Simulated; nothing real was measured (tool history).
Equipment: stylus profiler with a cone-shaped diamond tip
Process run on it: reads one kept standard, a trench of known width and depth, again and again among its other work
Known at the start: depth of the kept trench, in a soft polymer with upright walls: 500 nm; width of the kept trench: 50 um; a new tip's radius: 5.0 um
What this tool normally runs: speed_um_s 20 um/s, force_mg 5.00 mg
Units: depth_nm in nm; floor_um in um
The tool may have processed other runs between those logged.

run	hour	speed_um_s	force_mg	depth_nm	floor_um
1	0.0	20	5.00	504.89	44.89
2	42.7	20	6.18	505.69	44.86
3	94.0	20	6.18	506.01	44.82
4	128.3	20	6.18	505.71	44.85
5	169.9	20	6.18	505.76	44.81
6	224.3	20	6.18	505.86	44.81
7	261.9	20	6.18	505.76	44.80
8	314.5	20	5.00	504.82	44.77
9	383.9	20	5.00	504.44	44.75
10	423.3	20	5.00	504.62	44.74
11	468.5	20	5.00	504.73	44.69
12	529.9	20	3.65	503.59	44.64
13	565.9	20	5.00	504.30	44.63
14	630.8	20	5.00	504.42	44.68

What does the tool deliver on the next run?
15	673.7	20	5.00	?	?

{"run 15": {"depth_nm": 504.49, "floor_um": 44.66}}
With the hidden condition absent and the run-to-run variation left alone, this run would have shown depth_nm 506.05 nm, floor_um 45.59 um.
